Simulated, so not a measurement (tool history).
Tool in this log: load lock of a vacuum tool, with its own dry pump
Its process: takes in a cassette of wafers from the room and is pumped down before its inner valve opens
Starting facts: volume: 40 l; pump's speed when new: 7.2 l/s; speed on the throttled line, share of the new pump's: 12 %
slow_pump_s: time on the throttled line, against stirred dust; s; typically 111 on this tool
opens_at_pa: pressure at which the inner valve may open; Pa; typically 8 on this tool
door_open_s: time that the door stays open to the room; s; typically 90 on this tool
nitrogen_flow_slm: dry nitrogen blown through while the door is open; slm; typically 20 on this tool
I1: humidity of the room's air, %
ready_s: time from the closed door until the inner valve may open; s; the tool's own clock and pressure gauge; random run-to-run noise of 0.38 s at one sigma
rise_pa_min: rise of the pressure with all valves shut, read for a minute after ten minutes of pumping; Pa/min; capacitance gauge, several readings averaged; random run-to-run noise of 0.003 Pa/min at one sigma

Run 1, day 0: usual settings; I1 42.8. Result: ready_s 150.7 s, rise_pa_min 0.03 Pa/min.
Run 2, day 2.475: usual settings; I1 46.9. Result: ready_s 150.4 s, rise_pa_min 0.034 Pa/min.
Run 3, day 6.712: usual settings; I1 45. Result: ready_s 151.3 s, rise_pa_min 0.029 Pa/min.
Run 4, day 9.925: usual settings; I1 44.8. Result: ready_s 150.1 s, rise_pa_min 0.031 Pa/min.
Run 5, day 14.408: usual settings; I1 49.8. Result: ready_s 151.5 s, rise_pa_min 0.029 Pa/min.
Run 6, day 19.504: usual settings; I1 45.2. Result: ready_s 150.9 s, rise_pa_min 0.033 Pa/min.
Run 7, day 23.738: usual settings; I1 42.6. Result: ready_s 150.7 s, rise_pa_min 0.028 Pa/min.
Run 8, day 27.554: usual settings; I1 45.1. Result: ready_s 150.6 s, rise_pa_min 0.031 Pa/min.
Run 9, day 30.467: usual settings; I1 46. Result: ready_s 150.3 s, rise_pa_min 0.032 Pa/min.
Run 10, day 35.608: usual settings; I1 46.4. Result: ready_s 150.8 s, rise_pa_min 0.04 Pa/min.
Run 11, day 39.592: usual settings; I1 46.8. Result: ready_s 151.2 s, rise_pa_min 0.027 Pa/min.
Run 12, day 43.5: usual settings; I1 46.1. Result: ready_s 151.1 s, rise_pa_min 0.035 Pa/min.
Run 13, day 45.979: usual settings; I1 44.6. Result: ready_s 151.1 s, rise_pa_min 0.034 Pa/min.
Run 14, day 51.062: usual settings; I1 46.4. Result: ready_s 151.1 s, rise_pa_min 0.031 Pa/min.
Run 15, day 54.533: usual settings; I1 43.4. Result: ready_s 151.1 s, rise_pa_min 0.033 Pa/min.
Run 16, day 58.508: usual settings but opens_at_pa 12 Pa, door_open_s 29 s; I1 48.2. Result: ready_s 149.1 s, rise_pa_min 0.016 Pa/min.
Run 17, day 60.65: usual settings but slow_pump_s 101 s, opens_at_pa 16 Pa, door_open_s 53 s; I1 44.9. Result: ready_s 138.3 s, rise_pa_min 0.029 Pa/min.
Run 18, day 63.488: usual settings but slow_pump_s 101 s, opens_at_pa 16 Pa, door_open_s 53 s; I1 45.2. Result: ready_s 138 s, rise_pa_min 0.021 Pa/min.
Run 19, day 68.496: usual settings but door_open_s 228 s, nitrogen_flow_slm 27 slm; I1 47.6. Result: ready_s 151.9 s, rise_pa_min 0.061 Pa/min.
Run 20, day 73.667: usual settings but slow_pump_s 78 s, opens_at_pa 6 Pa, door_open_s 164 s; I1 43.9. Result: ready_s 123.3 s, rise_pa_min 0.049 Pa/min.
Run 21, day 78.15: usual settings but slow_pump_s 78 s, opens_at_pa 6 Pa, door_open_s 164 s; I1 40.8. Result: ready_s 124.7 s, rise_pa_min 0.047 Pa/min.
Run 22, day 80.85: usual settings but slow_pump_s 80 s, opens_at_pa 12 Pa, door_open_s 43 s, nitrogen_flow_slm 6 slm; I1 41.7. Result: ready_s 121.7 s, rise_pa_min 0.026 Pa/min.
Run 23, day 85.992: usual settings but slow_pump_s 57 s, nitrogen_flow_slm 10 slm; I1 43.4. Result: ready_s 103.7 s, rise_pa_min 0.043 Pa/min.
Run 24, day 89.208: usual settings but slow_pump_s 137 s, door_open_s 104 s, nitrogen_flow_slm 9 slm; I1 46.5. Result: ready_s 174.1 s, rise_pa_min 0.047 Pa/min.
Run 25, day 93.908: usual settings but slow_pump_s 137 s, door_open_s 26 s, nitrogen_flow_slm 9 slm; I1 44.4. Result: ready_s 173.9 s, rise_pa_min 0.026 Pa/min.

What if the next run were any one of these 4? Each begins from the tool's condition after run 25:
Run A, day 96.596: usual settings but slow_pump_s 85 s, opens_at_pa 9 Pa, door_open_s 26 s, nitrogen_flow_slm 9 slm; I1 44.6. Result: ready_s ?, rise_pa_min ?.
Run B, day 96.596: usual settings but slow_pump_s 156 s, opens_at_pa 16 Pa, door_open_s 26 s, nitrogen_flow_slm 11 slm; I1 46.4. Result: ready_s ?, rise_pa_min ?.
Run C, day 96.596: usual settings but slow_pump_s 127 s; I1 43.2. Result: ready_s ?, rise_pa_min ?.
Run D, day 96.596: usual settings but slow_pump_s 137 s, door_open_s 26 s, nitrogen_flow_slm 5 slm; I1 43.9. Result: ready_s ?, rise_pa_min ?.

run  ready_s  rise_pa_min
  A    128.3        0.022
  B    186.8        0.024
  C    165.1        0.033
  D    174.2        0.024
The same runs, with their run-to-run variation unchanged, on a tool lacking any hidden condition would have given:
run  ready_s  rise_pa_min
  A      128        0.018
  B    186.6         0.02
  C    164.9        0.029
  D      174         0.02

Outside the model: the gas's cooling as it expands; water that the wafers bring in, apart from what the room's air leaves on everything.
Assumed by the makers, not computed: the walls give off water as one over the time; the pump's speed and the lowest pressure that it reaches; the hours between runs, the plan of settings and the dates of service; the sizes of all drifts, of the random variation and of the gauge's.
